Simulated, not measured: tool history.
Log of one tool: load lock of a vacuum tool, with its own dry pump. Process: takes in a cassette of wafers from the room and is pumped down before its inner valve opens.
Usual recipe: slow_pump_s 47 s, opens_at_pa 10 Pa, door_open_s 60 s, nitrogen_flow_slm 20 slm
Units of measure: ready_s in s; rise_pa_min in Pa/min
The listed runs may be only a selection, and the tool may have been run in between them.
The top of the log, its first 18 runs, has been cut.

run	hour	slow_pump_s	opens_at_pa	door_open_s	nitrogen_flow_slm	hours that the pump has run since its overhaul	times that the door has closed on its seal	incoming humidity of the room's air, %	ready_s	rise_pa_min
19	6162.9	52	12	60	20	6995	11386	44.0	77.7	0.034
20	6526.4	52	12	60	20	7358	11897	43.9	76.2	0.033
21	6818.8	59	10	60	20	7651	12308	48.2	84.1	0.032
22	7268.3	41	10	60	20	8100	12939	44.2	69.7	0.034
23	7567.9	41	9	127	20	8400	13360	47.5	69.4	0.055
24	7862.1	92	10	196	14	8694	13773	42.8	109.8	0.091
25	8280.6	47	8	60	9	9112	14361	41.8	75.1	0.045
26	8498.0	32	7	68	20	9330	14667	46.0	62.8	0.035
27	8885.3	32	7	68	20	9717	15211	45.2	62.9	0.041
28	9158.0	32	7	68	20	9990	15594	45.6	63.2	0.030
29	9523.4	29	13	48	7	10355	16107	44.7	58.0	0.049
30	9979.4	25	12	45	20	10811	16748	47.1	55.4	0.028
31	10410.6	25	12	45	20	11242	17353	46.6	54.7	0.027
32	10770.6	25	12	45	20	11602	17859	46.1	55.6	0.028
33	11027.7	25	12	45	20	11859	18220	49.2	55.7	0.033

What will run 34 give?
34	11292.0	25	12	53	20	12124	18591	46.9	?	?

Run 34 yielded ready_s 55.4 s, rise_pa_min 0.034 Pa/min.
With no hidden state in the tool, this same run would have given ready_s 55.4 s, rise_pa_min 0.032 Pa/min.

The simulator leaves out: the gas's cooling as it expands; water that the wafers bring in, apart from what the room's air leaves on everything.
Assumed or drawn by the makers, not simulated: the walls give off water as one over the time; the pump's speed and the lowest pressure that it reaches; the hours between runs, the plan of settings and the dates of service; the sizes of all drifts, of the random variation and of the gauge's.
